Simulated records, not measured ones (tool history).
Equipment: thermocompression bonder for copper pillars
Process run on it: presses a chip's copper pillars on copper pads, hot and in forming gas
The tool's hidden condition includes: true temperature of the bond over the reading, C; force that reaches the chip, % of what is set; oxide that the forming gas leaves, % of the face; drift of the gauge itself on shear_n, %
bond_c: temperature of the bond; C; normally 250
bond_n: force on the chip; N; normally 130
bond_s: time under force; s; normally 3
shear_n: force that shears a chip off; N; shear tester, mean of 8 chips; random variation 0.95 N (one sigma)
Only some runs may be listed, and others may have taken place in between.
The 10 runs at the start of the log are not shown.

run	hour	bond_c	bond_n	bond_s	hours of work since the heater was calibrated	hours of work since the force cell was calibrated	hours of work since the gas filter was changed	shear_n
11	440.5	250	130	3	834	57	216	75.5
12	480.5	250	130	4	857	80	238	82.6
13	522.3	250	130	4	880	103	262	81
14	567.4	257	130	3	905	128	287	82.1
15	623.8	244	130	3	937	160	319	66.2
16	664.3	244	130	3	960	183	341	68.2
17	699.1	250	130	3	979	202	361	73.9
# hour 709.7: forming gas filter changed
18	728.5	275	180	3	996	219	11	114.8
19	763.7	250	78	8	1015	238	30	70.3
20	812.7	272	88	3	1043	266	58	71.9

Estimate the outcome of run 21 from the log above:
21	868.5	272	88	3	1074	297	89	?

Run 21 came out at shear_n 72.1 N.
With the hidden condition absent and the run-to-run variation left alone, this run would have shown shear_n 78.1 N.
